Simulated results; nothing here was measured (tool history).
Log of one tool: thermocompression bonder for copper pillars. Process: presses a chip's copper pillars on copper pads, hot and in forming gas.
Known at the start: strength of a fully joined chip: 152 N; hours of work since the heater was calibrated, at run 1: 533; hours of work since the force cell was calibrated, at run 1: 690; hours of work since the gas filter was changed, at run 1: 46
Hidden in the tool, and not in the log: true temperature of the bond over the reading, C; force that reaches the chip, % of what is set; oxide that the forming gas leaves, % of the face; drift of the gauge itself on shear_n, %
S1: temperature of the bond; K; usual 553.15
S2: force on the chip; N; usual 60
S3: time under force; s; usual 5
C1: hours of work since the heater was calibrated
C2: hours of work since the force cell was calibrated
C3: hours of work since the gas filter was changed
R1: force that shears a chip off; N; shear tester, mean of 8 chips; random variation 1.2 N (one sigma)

run	hour	S1	S2	S3	C1	C2	C3	R1
1	0	553.15	60	5	533	690	46	96.3
2	79.5	553.15	60	5	593	750	106	87.9
# hour 89.5: forming gas filter changed
# hour 106.8: heater calibrated with a thermocouple chip
3	151.5	553.15	60	5	34	803	45	100.5
# hour 239.6: forming gas filter changed
4	252.2	564.15	60	5	110	878	10	111.1
5	297.5	553.15	60	5	144	913	44	100.8
6	380.9	553.15	60	5	207	976	107	91.9
# hour 386.7: forming gas filter changed
7	459	553.15	60	5	266	1035	55	98.8
# hour 531.8: forming gas filter changed
8	542.5	553.15	60	5	329	1097	8	102.9
9	611.7	553.15	60	5	381	1150	60	95.9
# hour 678.5: forming gas filter changed
10	708.4	553.15	60	4	454	1223	23	94.4
11	752.1	553.15	60	5	487	1256	56	95.3
# hour 825.9: forming gas filter changed
12	833.5	553.15	89	5	548	1317	6	114.5
13	879.1	553.15	89	5	582	1351	40	107.9
# hour 913.3: heater calibrated with a thermocouple chip
14	935.3	553.15	60	5	17	1392	81	96.8
# hour 975.1: forming gas filter changed
15	991.3	553.15	60	5	59	1434	12	102.9
16	1063.1	553.15	60	5	113	1489	67	96.7
17	1108.4	553.15	60	5	147	1523	101	91.8
# hour 1123.1: forming gas filter changed
18	1179.3	574.15	50	10	201	1576	43	120.6
19	1243.8	568.15	60	4	249	1625	91	98.1
# hour 1271.5: forming gas filter changed
# hour 1329: force cell calibrated
20	1345.3	568.15	60	4	325	12	55	97
# hour 1422: forming gas filter changed
21	1445.2	553.15	69	13	400	88	18	127.1
22	1518.1	552.15	63	7	455	143	73	101.7
# hour 1571.3: forming gas filter changed
23	1609.3	553.15	40	5	524	211	29	81.1
24	1679.1	533.15	41	4	576	264	82	59
# hour 1718.6: forming gas filter changed
# hour 1729.8: heater calibrated with a thermocouple chip
25	1729.8	536.15	41	4	0	301	7	72.7
26	1829.1	536.15	41	4	75	376	82	66.8
# hour 1865.1: forming gas filter changed
27	1878.7	536.15	41	4	112	413	10	71.3
28	1935.7	577.15	43	4	155	456	53	95.2
29	1992	553.15	39	5	198	499	96	80.7
# hour 2010.7: forming gas filter changed
30	2067.2	553.15	39	5	255	555	43	81.2
31	2136	553.15	39	5	307	607	95	78.6
# hour 2157: forming gas filter changed
32	2203.6	553.15	49	7	357	658	35	98.7
33	2250.2	535.15	60	6	393	693	71	86.9

4 ways to go on from here, each from the tool as it stands after run 33. What would each give?
# hour 2302.7: forming gas filter changed
A	2343	541.15	82	5	463	763	30	?
# hour 2302.7: forming gas filter changed
B	2343	546.15	62	6	463	763	30	?
# hour 2302.7: forming gas filter changed
C	2343	523.15	72	3	463	763	30	?
# hour 2302.7: forming gas filter changed
D	2343	548.15	52	6	463	763	30	?

run	R1
A	100.2
B	98.5
C	69.8
D	94.4
Without the tool's hidden state the same runs would have given:
run	R1
A	108.1
B	106.2
C	76.8
D	102.1
